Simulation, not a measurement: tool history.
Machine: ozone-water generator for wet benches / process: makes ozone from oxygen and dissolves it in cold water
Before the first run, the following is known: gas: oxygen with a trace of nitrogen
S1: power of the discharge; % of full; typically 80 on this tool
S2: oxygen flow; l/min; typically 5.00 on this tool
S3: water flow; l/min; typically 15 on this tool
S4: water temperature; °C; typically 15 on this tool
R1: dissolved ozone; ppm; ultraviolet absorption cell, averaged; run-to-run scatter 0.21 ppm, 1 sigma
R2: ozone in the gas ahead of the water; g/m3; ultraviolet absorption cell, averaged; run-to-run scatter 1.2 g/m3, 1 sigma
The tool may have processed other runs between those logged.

run   hour  S1    S2  S3  S4    R1     R2
  1    0.0  80  5.00  15  15  26.6  193.9
  2   42.4  80  8.21  15  15  27.6  163.1
  3   63.3  80  8.21  15  15  27.8  163.3
  4  105.2  80  8.21  21  15  21.5  163.2
  5  127.1  80  5.00  15  15  25.7  192.9
  6  150.9  80  5.00  15  15  25.7  192.6
  7  171.5  42  5.00  15  15  17.1  125.7
  8  195.8  61  5.00  15  15  21.5  160.4
  9  227.9  61  5.00  15  15  21.3  160.8
 10  251.7  61  5.00  15  15  21.6  160.4
 11  280.0  61  5.00  15  15  21.7  157.7
 12  318.0  80  5.00  10  15  34.2  191.0
 13  343.1  80  5.00  10  15  33.7  190.1
 14  387.5  80  5.00  10  15  33.8  190.0
 15  432.6  80  5.00  10  15  33.2  187.6
 16  457.4  80  5.00  10  15  33.4  189.9
     469.1  -- contactor cleaned
 17  489.3  80  5.00  10   9  37.9  187.9
 18  530.2  80  5.00  16  15  24.6  187.0
 19  553.2  80  4.39  15  15  24.9  196.9
 20  586.6  83  7.83  11   8  37.8  165.4
 21  609.8  83  2.92   9   8  38.4  228.8
 22  640.6  93  5.85  15  15  28.8  196.0
 23  681.6  98  4.01  17   8  26.8  228.4
 24  712.8  80  5.00  10   7  38.5  183.3
 25  753.8  50  3.60  10   9  26.5  154.4
 26  788.0  44  5.00  16  15  16.3  125.3
 27  823.3  62  2.63  23   8  12.5  195.0
 28  860.2  71  5.00  17  15  20.9  169.2
 29  885.1  42  5.00  15  15  16.7  122.2
 30  911.2  80  5.00  15  21  23.0  181.9
 31  948.7  98  5.00  15   8  31.3  208.2
 32  970.7  80  3.31  15  21  20.9  210.4

Measured less the same run without the tool's hidden state. The same run-to-run variation is in both; the gauge's scatter may not be:
The tool's hidden condition here consists of: yield of the discharge, % of new electrodes'; contactor's efficiency, % of a clean one's; true water temperature over the reading, C; drift of the gauge itself on ozone_ppm, %; drift of the gauge itself on gas_g_m3, %.
run    R1     R2
  1  -3.6  -21.2
  2  -3.8  -18.4
  3  -3.8  -18.6
  4  -3.2  -19.2
  5  -3.8  -23.1
  6  -3.8  -23.4
  7  -1.7   -8.9
  8  -2.9  -16.6
  9  -2.9  -16.9
 10  -2.9  -17.1
 11  -3.0  -17.3
 12  -5.4  -25.8
 13  -5.4  -26.1
 14  -5.6  -27.0
 15  -5.7  -27.3
 16  -5.8  -28.0
 17  -5.8  -28.1
 18  -4.0  -28.8
 19  -4.0  -30.5
 20  -6.4  -26.8
 21  -6.6  -37.8
 22  -5.4  -35.1
 23  -5.4  -43.6
 24  -6.8  -31.3
 25  -3.4  -18.5
 26  -1.9  -13.5
 27  -2.1  -29.3
 28  -3.8  -28.6
 29  -1.9  -13.2
 30  -4.6  -34.3
 31  -7.2  -45.6
 32  -4.4  -40.9

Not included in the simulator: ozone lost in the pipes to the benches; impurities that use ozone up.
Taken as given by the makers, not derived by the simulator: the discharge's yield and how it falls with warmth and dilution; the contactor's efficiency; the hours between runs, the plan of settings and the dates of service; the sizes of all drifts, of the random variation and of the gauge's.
